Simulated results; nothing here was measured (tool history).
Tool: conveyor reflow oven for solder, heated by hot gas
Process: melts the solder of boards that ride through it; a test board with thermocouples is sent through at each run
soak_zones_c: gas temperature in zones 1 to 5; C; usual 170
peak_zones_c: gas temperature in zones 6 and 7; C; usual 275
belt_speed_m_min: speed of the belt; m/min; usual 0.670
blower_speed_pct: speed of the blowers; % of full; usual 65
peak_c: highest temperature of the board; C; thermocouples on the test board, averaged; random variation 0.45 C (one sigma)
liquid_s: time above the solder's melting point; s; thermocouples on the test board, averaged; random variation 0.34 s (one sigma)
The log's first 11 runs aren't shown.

run,hour,soak_zones_c,peak_zones_c,belt_speed_m_min,blower_speed_pct,hours of work since the flux was cleaned out,hours of work since the belt drive was overhauled,hours of work since the thermocouples were changed,peak_c,liquid_s
12,93.4,170,275,0.670,65,250,114,417,259.8,42.8
13,105.9,170,275,0.670,65,256,120,423,258.5,42.5
14,118.1,170,275,0.670,65,261,126,428,257.7,42.8
15,123.3,184,275,0.670,65,264,128,431,261.2,47.1
16,133.9,170,275,0.670,65,268,133,435,259.4,42.1
17,141.2,170,275,0.670,65,272,136,439,258.9,42.4
18,153.2,170,275,0.673,65,277,141,444,258.8,42.2
19,160.9,172,275,0.644,65,280,145,447,261.4,46.3
20,168.3,159,263,0.635,86,284,148,451,251.6,39.9
21,176.3,157,266,0.670,65,287,152,454,248.7,35.2
22,182.9,176,275,0.562,65,290,155,457,264.9,54.8
23,192.2,176,275,0.586,65,294,159,462,264.0,52.7
24,201.1,176,275,0.586,65,298,163,466,264.3,53.0
25,207.3,155,279,0.784,82,301,166,468,256.9,32.5
26,212.9,178,275,0.628,65,304,168,471,261.8,49.5
27,218.9,182,275,0.628,65,306,171,474,263.5,50.1
28,229.6,182,275,0.628,65,311,176,478,263.0,50.2
29,234.7,182,275,0.628,65,314,178,481,262.6,49.9
30,244.2,171,272,0.668,65,318,182,485,256.3,41.3
31,254.6,171,272,0.668,65,322,187,490,256.4,41.4
32,265.8,170,273,0.597,65,328,192,495,260.8,48.8

Forecast each of these 3 alternatives for the next run:
A,276.0,176,273,0.597,65,332,196,499,?,?
B,276.0,170,285,0.670,65,332,196,499,?,?
C,276.0,170,275,0.578,65,332,196,499,?,?

run,peak_c,liquid_s
A,261.6,51.0
B,267.2,45.9
C,264.0,52.7
Without the tool's hidden state the same runs would have given:
run,peak_c,liquid_s
A,262.2,51.5
B,268.7,46.5
C,264.7,53.3
